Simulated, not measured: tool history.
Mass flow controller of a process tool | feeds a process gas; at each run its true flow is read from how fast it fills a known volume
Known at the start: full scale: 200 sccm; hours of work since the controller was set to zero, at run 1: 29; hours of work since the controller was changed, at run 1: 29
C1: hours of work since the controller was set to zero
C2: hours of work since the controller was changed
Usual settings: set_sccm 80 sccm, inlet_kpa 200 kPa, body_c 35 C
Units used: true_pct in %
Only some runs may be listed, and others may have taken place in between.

run 1 hour=0 | set_sccm=80 inlet_kpa=200 body_c=35 | C1=29 C2=29 | true_pct=100.26
run 2 hour=38.3 | set_sccm=80 inlet_kpa=200 body_c=35 | C1=44 C2=44 | true_pct=100.21
run 3 hour=100.7 | set_sccm=80 inlet_kpa=200 body_c=35 | C1=68 C2=68 | true_pct=100.14
run 4 hour=162.9 | set_sccm=80 inlet_kpa=200 body_c=35 | C1=91 C2=91 | true_pct=100.12
run 5 hour=197.4 | set_sccm=80 inlet_kpa=200 body_c=35 | C1=104 C2=104 | true_pct=99.97
run 6 hour=250.4 | set_sccm=138 inlet_kpa=200 body_c=35 | C1=125 C2=125 | true_pct=100.28
run 7 hour=324.3 | set_sccm=138 inlet_kpa=200 body_c=35 | C1=153 C2=153 | true_pct=100.07
run 8 hour=364.6 | set_sccm=102 inlet_kpa=200 body_c=35 | C1=168 C2=168 | true_pct=99.79
run 9 hour=404 | set_sccm=80 inlet_kpa=200 body_c=27 | C1=183 C2=183 | true_pct=98.73
run 10 hour=444.1 | set_sccm=80 inlet_kpa=200 body_c=27 | C1=198 C2=198 | true_pct=98.56
run 11 hour=483.2 | set_sccm=80 inlet_kpa=200 body_c=27 | C1=213 C2=213 | true_pct=98.61
run 12 hour=556.5 | set_sccm=80 inlet_kpa=200 body_c=27 | C1=241 C2=241 | true_pct=98.39
run 13 hour=592.2 | set_sccm=80 inlet_kpa=200 body_c=35 | C1=255 C2=255 | true_pct=99.1
run 14 hour=665 | set_sccm=80 inlet_kpa=200 body_c=35 | C1=282 C2=282 | true_pct=99.05
run 15 hour=713.1 | set_sccm=80 inlet_kpa=200 body_c=35 | C1=301 C2=301 | true_pct=98.94
run 16 hour=764.4 | set_sccm=80 inlet_kpa=200 body_c=35 | C1=320 C2=320 | true_pct=98.89
run 17 hour=846.5 | set_sccm=107 inlet_kpa=195 body_c=34 | C1=352 C2=352 | true_pct=98.72
run 18 hour=931.5 | set_sccm=22 inlet_kpa=195 body_c=23 | C1=384 C2=384 | true_pct=96.93
run 19 hour=1016.5 | set_sccm=22 inlet_kpa=195 body_c=23 | C1=416 C2=416 | true_pct=96.78
run 20 hour=1063.6 | set_sccm=22 inlet_kpa=195 body_c=23 | C1=434 C2=434 | true_pct=96.78
run 21 hour=1114.9 | set_sccm=25 inlet_kpa=142 body_c=23 | C1=454 C2=454 | true_pct=96.39
run 22 hour=1161.6 | set_sccm=80 inlet_kpa=182 body_c=35 | C1=471 C2=471 | true_pct=98.09
-- hour=1198.1 gauge calibrated
run 23 hour=1202 | set_sccm=80 inlet_kpa=182 body_c=35 | C1=487 C2=487 | true_pct=100.26
run 24 hour=1274 | set_sccm=20 inlet_kpa=182 body_c=24 | C1=514 C2=514 | true_pct=98.71
run 25 hour=1312.3 | set_sccm=63 inlet_kpa=200 body_c=25 | C1=529 C2=529 | true_pct=99.02
run 26 hour=1364.2 | set_sccm=72 inlet_kpa=159 body_c=32 | C1=549 C2=549 | true_pct=99.3
run 27 hour=1398.9 | set_sccm=79 inlet_kpa=208 body_c=28 | C1=562 C2=562 | true_pct=99.3
run 28 hour=1442.4 | set_sccm=80 inlet_kpa=178 body_c=35 | C1=578 C2=578 | true_pct=99.7
run 29 hour=1511.2 | set_sccm=80 inlet_kpa=152 body_c=35 | C1=605 C2=605 | true_pct=99.48

Here are 4 independent what-if runs from the current tool condition. What would each one return?
run A hour=1584.9 | set_sccm=82 inlet_kpa=152 body_c=38 | C1=633 C2=633 | true_pct=?
run B hour=1584.9 | set_sccm=80 inlet_kpa=199 body_c=35 | C1=633 C2=633 | true_pct=?
run C hour=1584.9 | set_sccm=23 inlet_kpa=192 body_c=35 | C1=633 C2=633 | true_pct=?
run D hour=1584.9 | set_sccm=26 inlet_kpa=223 body_c=35 | C1=633 C2=633 | true_pct=?

run=A true_pct=99.67
run=B true_pct=99.61
run=C true_pct=99.27
run=D true_pct=99.34
Without the tool's unlogged condition, the same runs would have read:
run=A true_pct=100.41
run=B true_pct=100.35
run=C true_pct=99.99
run=D true_pct=100.07

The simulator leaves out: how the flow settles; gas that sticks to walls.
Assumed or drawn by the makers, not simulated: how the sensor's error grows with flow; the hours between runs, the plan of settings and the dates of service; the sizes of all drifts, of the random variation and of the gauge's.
